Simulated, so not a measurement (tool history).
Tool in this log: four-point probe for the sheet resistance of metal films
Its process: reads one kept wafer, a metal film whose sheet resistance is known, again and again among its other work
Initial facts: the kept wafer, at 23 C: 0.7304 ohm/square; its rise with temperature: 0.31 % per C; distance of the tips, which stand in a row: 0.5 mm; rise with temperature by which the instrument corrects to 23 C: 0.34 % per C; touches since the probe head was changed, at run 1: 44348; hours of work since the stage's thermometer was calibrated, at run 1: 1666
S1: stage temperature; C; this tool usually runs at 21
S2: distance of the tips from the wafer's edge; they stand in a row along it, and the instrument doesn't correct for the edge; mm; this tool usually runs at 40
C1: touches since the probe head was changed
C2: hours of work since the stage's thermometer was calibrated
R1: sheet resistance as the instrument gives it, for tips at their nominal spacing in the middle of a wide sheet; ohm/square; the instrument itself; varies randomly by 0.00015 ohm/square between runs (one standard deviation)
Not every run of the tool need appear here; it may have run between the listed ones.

run	day	S1	S2	C1	C2	R1
1	0	21	40	44348	1666	0.728329
2	2.438	21	40	45228	1692	0.728307
3	6.212	21	40	46592	1732	0.728101
4	8.733	21	40	47503	1759	0.727978
5	10.888	21	40	48281	1782	0.728139
6	13.775	21	40	49324	1813	0.728022
7	15.846	21	40	50071	1835	0.727941
8	19.025	21	11	51220	1869	0.728688
9	21.979	21	11	52286	1900	0.728608
# day 22.288: stage's thermometer calibrated
10	23.679	21	11	52893	15	0.729232
11	26.383	21	9	53870	44	0.729417
12	30.496	21	9	55356	87	0.729035
13	34.267	27	40	56717	127	0.726525
14	37.621	21	4	57929	163	0.734121
15	39.646	21	4	58660	185	0.733778
16	42.379	21	4	59648	214	0.734264
17	44.492	22	45	60411	236	0.727455
18	47.025	26	65	61325	263	0.726456
19	50.246	30	23	62488	297	0.726292
20	52.771	30	23	63400	324	0.725961
21	55.238	22	10	64291	351	0.728038
22	57.667	24	10	65169	376	0.728136
23	60.312	24	10	66124	404	0.727943
24	63.512	20	8	67280	439	0.729229
25	65.804	20	4	68108	463	0.733396
26	68.662	20	4	69140	493	0.73366
27	71.3	34	22	70093	521	0.724857
28	73.533	29	40	70899	545	0.725306
29	75.204	29	49	71503	563	0.725325
30	76.858	27	37	72101	581	0.725789
31	79.6	21	6	73091	610	0.729816
32	81.738	21	40	73863	632	0.727133

Below are 5 alternative next runs, each starting from the tool's condition after run 32. Predict each:
A	85.304	29	5	75151	670	?
B	85.304	29	15	75151	670	?
C	85.304	32	41	75151	670	?
D	85.304	34	14	75151	670	?
E	85.304	18	4	75151	670	?

run	R1
A	0.728757
B	0.725641
C	0.724554
D	0.724217
E	0.733668
Without the tool's hidden state the same runs would have given:
run	R1
A	0.732688
B	0.729557
C	0.728459
D	0.728118
E	0.737641
